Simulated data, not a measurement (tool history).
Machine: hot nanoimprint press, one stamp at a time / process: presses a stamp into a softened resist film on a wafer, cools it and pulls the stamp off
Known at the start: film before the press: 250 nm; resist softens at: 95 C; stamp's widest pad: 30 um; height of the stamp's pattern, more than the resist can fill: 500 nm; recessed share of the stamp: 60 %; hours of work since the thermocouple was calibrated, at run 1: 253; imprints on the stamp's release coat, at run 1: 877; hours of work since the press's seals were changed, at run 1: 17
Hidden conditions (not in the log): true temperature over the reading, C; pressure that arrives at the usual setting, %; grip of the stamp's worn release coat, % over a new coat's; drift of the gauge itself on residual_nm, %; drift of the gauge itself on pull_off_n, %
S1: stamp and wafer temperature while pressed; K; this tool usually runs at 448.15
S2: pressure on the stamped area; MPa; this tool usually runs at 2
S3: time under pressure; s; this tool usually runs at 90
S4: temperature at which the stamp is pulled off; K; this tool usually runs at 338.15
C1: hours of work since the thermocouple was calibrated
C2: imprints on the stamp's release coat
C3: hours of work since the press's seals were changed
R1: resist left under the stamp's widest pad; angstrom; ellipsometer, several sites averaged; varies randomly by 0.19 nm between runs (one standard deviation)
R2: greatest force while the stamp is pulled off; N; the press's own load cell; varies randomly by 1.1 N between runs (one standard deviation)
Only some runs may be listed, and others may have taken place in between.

run	hour	S1	S2	S3	S4	C1	C2	C3	R1	R2
1	0	448.15	2	90	338.15	253	877	17	1150	142
2	6.9	448.15	2	90	338.15	257	896	21	1152	147
3	11.6	448.15	2	72	338.15	260	909	24	1248	142
4	18.9	448.15	2	65	338.15	265	930	28	1292	144
5	26.5	448.15	2	90	338.15	269	951	33	1152	145
6	31.8	448.15	2	90	338.15	272	965	36	1145	145
7	39.3	448.15	2	90	338.15	277	986	41	1147	145
8	44.5	447.15	2	90	338.15	280	1001	44	1209	143
9	49.4	448.15	2	90	338.15	283	1014	47	1151	145
10	54.6	448.15	2	90	338.15	286	1029	50	1145	145
11	61.2	448.15	2	90	338.15	290	1047	54	1143	142
12	65	448.15	2	90	338.15	293	1057	56	1146	144
13	72.8	448.15	2	90	338.15	298	1079	61	1143	146
14	77.8	448.15	2	90	338.15	301	1093	64	1146	144
15	83.2	448.15	2.03	90	338.15	304	1108	67	1140	144
16	91	441.15	2.38	71	341.15	309	1130	72	1585	140
17	98.1	448.15	1.68	121	338.15	313	1149	77	1107	144
18	106.5	448.15	1.68	121	338.15	318	1173	82	1104	147
19	112.1	448.15	2	49	338.15	322	1188	85	1419	143
20	116.3	448.15	2	49	338.15	324	1200	88	1415	145
21	124.2	456.15	2.5	112	338.15	329	1222	92	629	146
22	129.5	456.15	2.5	112	338.15	332	1236	96	628	144
23	137.7	453.15	2.54	90	338.15	337	1259	101	796	144
24	146.4	456.15	2	53	338.15	342	1283	106	964	145
25	152.4	456.15	2	53	338.15	346	1300	110	961	144
26	160.2	443.15	1.37	64	345.15	351	1322	114	1791	128
27	168.3	440.15	2	90	331.15	356	1344	119	1626	160
28	172.6	440.15	2	90	331.15	359	1356	122	1625	160
29	176.4	440.15	2	90	331.15	361	1367	124	1629	161
30	181.9	448.15	2	67	325.15	364	1382	128	1272	174

Alternative continuations, all from the tool just after run 30; predict every row:
A	190.9	448.15	1.21	67	325.15	370	1407	133	?	?
B	190.9	448.15	2	138	338.15	370	1407	133	?	?
C	190.9	448.15	2.53	67	325.15	370	1407	133	?	?

run	R1	R2
A	1536	176
B	962	145
C	1147	175
Without the tool's hidden state the same runs would have given:
run	R1	R2
A	1552	174
B	972	144
C	1159	174
